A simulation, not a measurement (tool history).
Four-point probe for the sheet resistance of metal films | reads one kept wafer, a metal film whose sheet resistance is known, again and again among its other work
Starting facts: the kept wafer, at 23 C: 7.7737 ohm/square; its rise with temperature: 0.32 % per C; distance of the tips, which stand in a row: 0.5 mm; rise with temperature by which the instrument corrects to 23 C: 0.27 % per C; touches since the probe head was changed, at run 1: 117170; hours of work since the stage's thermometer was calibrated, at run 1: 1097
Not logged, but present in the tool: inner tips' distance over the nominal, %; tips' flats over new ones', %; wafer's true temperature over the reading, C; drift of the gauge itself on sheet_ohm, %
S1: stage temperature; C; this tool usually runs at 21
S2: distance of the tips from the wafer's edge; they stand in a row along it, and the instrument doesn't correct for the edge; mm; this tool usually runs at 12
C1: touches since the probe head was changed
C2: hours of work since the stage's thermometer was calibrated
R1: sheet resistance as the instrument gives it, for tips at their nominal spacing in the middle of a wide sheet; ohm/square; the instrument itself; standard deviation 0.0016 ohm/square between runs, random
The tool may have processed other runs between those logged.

Run 1, day 0: usual settings; C1 117170; C2 1097. Result: R1 7.907433 ohm/square.
At day 2.783: new probe head fitted.
Run 2, day 2.908: usual settings; C1 168; C2 1144. Result: R1 7.768016 ohm/square.
Run 3, day 5.379: usual settings; C1 3528; C2 1186. Result: R1 7.768334 ohm/square.
Run 4, day 8.904: usual settings; C1 8315; C2 1244. Result: R1 7.772051 ohm/square.
Run 5, day 11.342: usual settings but S2 47 mm; C1 11622; C2 1285. Result: R1 7.767309 ohm/square.
Run 6, day 14.712: usual settings but S2 47 mm; C1 16202; C2 1341. Result: R1 7.768583 ohm/square.
Run 7, day 18.729: usual settings but S2 47 mm; C1 21659; C2 1408. Result: R1 7.771126 ohm/square.
Run 8, day 21.562: usual settings but S2 47 mm; C1 25507; C2 1455. Result: R1 7.773702 ohm/square.
Run 9, day 23.783: usual settings; C1 28524; C2 1492. Result: R1 7.778851 ohm/square.
Run 10, day 27.392: usual settings; C1 33426; C2 1552. Result: R1 7.783525 ohm/square.
Run 11, day 29.467: usual settings but S2 4 mm; C1 36244; C2 1587. Result: R1 7.844283 ohm/square.
Run 12, day 33.412: usual settings but S2 49 mm; C1 41610; C2 1652. Result: R1 7.77828 ohm/square.
Run 13, day 37.958: usual settings but S2 40 mm; C1 47784; C2 1728. Result: R1 7.786519 ohm/square.
Run 14, day 42.438: usual settings but S2 9 mm; C1 53867; C2 1803. Result: R1 7.803185 ohm/square.
At day 44.367: stage's thermometer calibrated.
Run 15, day 44.679: usual settings but S2 9 mm; C1 56886; C2 5. Result: R1 7.785112 ohm/square.
Run 16, day 47.333: usual settings but S1 34 C; C1 60490; C2 49. Result: R1 7.83844 ohm/square.
Run 17, day 51.8: usual settings but S1 34 C; C1 66558; C2 124. Result: R1 7.841076 ohm/square.
Run 18, day 54.75: usual settings; C1 70567; C2 173. Result: R1 7.791228 ohm/square.
Run 19, day 57.321: usual settings; C1 74057; C2 216. Result: R1 7.786428 ohm/square.
Run 20, day 61.071: usual settings; C1 79150; C2 278. Result: R1 7.787927 ohm/square.
Run 21, day 65.071: usual settings; C1 84585; C2 345. Result: R1 7.794153 ohm/square.
Run 22, day 67.254: usual settings; C1 87554; C2 381. Result: R1 7.795469 ohm/square.
Run 23, day 69.508: usual settings; C1 90613; C2 419. Result: R1 7.793417 ohm/square.
Run 24, day 72.962: usual settings; C1 95308; C2 476. Result: R1 7.801924 ohm/square.
Run 25, day 77.071: usual settings but S1 24 C, S2 34 mm; C1 100886; C2 545. Result: R1 7.807244 ohm/square.
Run 26, day 79.617: usual settings but S2 6 mm; C1 104343; C2 587. Result: R1 7.824802 ohm/square.
Run 27, day 83.417: usual settings but S2 8 mm; C1 109508; C2 650. Result: R1 7.815179 ohm/square.
Run 28, day 85.358: usual settings but S1 20 C, S2 5 mm; C1 112148; C2 683. Result: R1 7.839353 ohm/square.
Run 29, day 88.825: usual settings but S1 33 C, S2 4 mm; C1 116857; C2 741. Result: R1 7.921357 ohm/square.
Run 30, day 91.508: usual settings but S1 26 C, S2 7 mm; C1 120499; C2 785. Result: R1 7.846394 ohm/square.
At day 91.738: new probe head fitted.
Run 31, day 94.538: usual settings but S1 26 C, S2 7 mm; C1 3803; C2 835. Result: R1 7.834861 ohm/square.
Run 32, day 99.171: usual settings but S1 19 C, S2 9 mm; C1 10099; C2 912. Result: R1 7.798006 ohm/square.
Run 33, day 102.3: usual settings but S1 18 C, S2 9 mm; C1 14349; C2 964. Result: R1 7.795866 ohm/square.
Run 34, day 104.704: usual settings but S1 22 C, S2 19 mm; C1 17614; C2 1004. Result: R1 7.807131 ohm/square.
Run 35, day 108.783: usual settings but S1 22 C, S2 19 mm; C1 23159; C2 1072. Result: R1 7.809068 ohm/square.
Run 36, day 111.317: usual settings but S2 3 mm; C1 26600; C2 1114. Result: R1 7.916759 ohm/square.
Run 37, day 114.604: usual settings but S2 3 mm; C1 31062; C2 1169. Result: R1 7.91978 ohm/square.
Run 38, day 117.725: usual settings but S1 20 C, S2 20 mm; C1 35306; C2 1221. Result: R1 7.805254 ohm/square.
Run 39, day 120.658: usual settings but S1 20 C, S2 20 mm; C1 39286; C2 1270. Result: R1 7.806611 ohm/square.
Run 40, day 123.321: usual settings but S1 18 C, S2 56 mm; C1 42907; C2 1314. Result: R1 7.800006 ohm/square.
Run 41, day 125.321: usual settings but S1 20 C, S2 21 mm; C1 45623; C2 1348. Result: R1 7.808574 ohm/square.
Run 42, day 128.062: usual settings but S1 20 C, S2 21 mm; C1 49346; C2 1393. Result: R1 7.814262 ohm/square.
Run 43, day 132.15: usual settings but S1 31 C; C1 54897; C2 1461. Result: R1 7.867305 ohm/square.
Run 44, day 135.242: usual settings but S1 24 C, S2 73 mm; C1 59101; C2 1513. Result: R1 7.833313 ohm/square.
Run 45, day 138.217: usual settings but S1 31 C, S2 4 mm; C1 63143; C2 1563. Result: R1 7.930664 ohm/square.

Branching from run 45: 3 alternative next runs. What would each branch give?
Run A, day 140.875: usual settings but S1 27 C, S2 64 mm; C1 66755; C2 1607. Result: R1 ?.
Run B, day 140.875: usual settings but S1 25 C, S2 57 mm; C1 66755; C2 1607. Result: R1 ?.
Run C, day 140.875: usual settings but S1 26 C, S2 42 mm; C1 66755; C2 1607. Result: R1 ?.

run        R1
  A  7.845955
  B  7.841058
  C  7.849072
What these runs would have given with no unlogged condition in the tool:
run        R1
  A   7.78754
  B  7.782596
  C  7.790593
